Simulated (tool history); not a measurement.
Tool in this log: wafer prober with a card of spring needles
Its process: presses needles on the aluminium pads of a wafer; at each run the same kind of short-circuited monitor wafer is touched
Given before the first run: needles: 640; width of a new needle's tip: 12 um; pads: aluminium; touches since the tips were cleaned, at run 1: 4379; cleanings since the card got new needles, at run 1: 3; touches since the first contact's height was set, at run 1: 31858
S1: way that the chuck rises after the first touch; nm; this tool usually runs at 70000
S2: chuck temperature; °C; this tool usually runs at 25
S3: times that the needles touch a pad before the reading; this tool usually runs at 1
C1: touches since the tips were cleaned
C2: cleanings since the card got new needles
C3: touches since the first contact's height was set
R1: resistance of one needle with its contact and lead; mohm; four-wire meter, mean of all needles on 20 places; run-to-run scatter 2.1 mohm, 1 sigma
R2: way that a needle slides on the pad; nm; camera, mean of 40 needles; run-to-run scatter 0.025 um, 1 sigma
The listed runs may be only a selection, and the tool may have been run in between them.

run   hour     S1   S2  S3    C1  C2      C3   R1     R2
  1    0.0  70000   25   1  4379   3   31858  234  10350
      11.4  -- tips cleaned on abrasive film
  2   24.1  70000   43   1  3791   4   39031  240  10340
      37.6  -- tips cleaned on abrasive film
  3   45.7  70000   43   1  2426   5   45495  243  10320
      64.2  -- tips cleaned on abrasive film
  4   65.7  70000   43   1   433   6   51443  242  10300
      89.3  -- tips cleaned on abrasive film
  5   91.4  80000   25   1   635   7   59102  238  11740
  6  112.9  70000   25   3  7095   7   65562  235  10280
     114.8  -- tips cleaned on abrasive film
     140.7  -- tips cleaned on abrasive film
  7  142.0  70000   25   1   397   9   74200  235  10260
  8  158.5  70000   25   1  5344   9   79147  241  10260
     166.3  -- tips cleaned on abrasive film
  9  178.1  70000   25   1  3515  10   84976  238  10230
     193.5  -- tips cleaned on abrasive film
 10  193.5  70000   25   1     0  11   89556  239  10210
 11  215.2  70000   25   1  6500  11   96056  234  10240
     220.6  -- tips cleaned on abrasive film
 12  233.8  70000   25   1  3936  12  101593  233  10190
     246.2  -- tips cleaned on abrasive film
 13  257.3  70000   25   1  3341  13  108620  235  10200
     271.9  -- tips cleaned on abrasive film
 14  285.2  70000   25   3  3971  14  116929  234  10190
     298.3  -- tips cleaned on abrasive film
 15  301.4  70000  104   1   915  15  121751  259  10230
 16  321.9  79000  104   1  7059  15  127895  260  11540
     323.7  -- tips cleaned on abrasive film
     350.0  -- tips cleaned on abrasive film
 17  350.0  79000  104   1     0  17  136244  259  11480
 18  371.1  82000   25   2  6324  17  142568  238  11900
     376.6  -- tips cleaned on abrasive film
     401.6  -- tips cleaned on abrasive film
 19  402.9  82000  123   1   370  19  152027  264  11940
     428.3  -- tips cleaned on abrasive film
 20  433.3  70000   46   1  1502  20  161117  243  10170

Run 21 has not been measured yet. What should we expect?
     455.2  -- tips cleaned on abrasive film
 21  456.7  74000  112   2  444  21  168091   ?   ?

R1: 259 mohm
R2: 10750 nm
Had the tool carried no hidden state, the very same run would have given R1 259 mohm, R2 10920 nm.
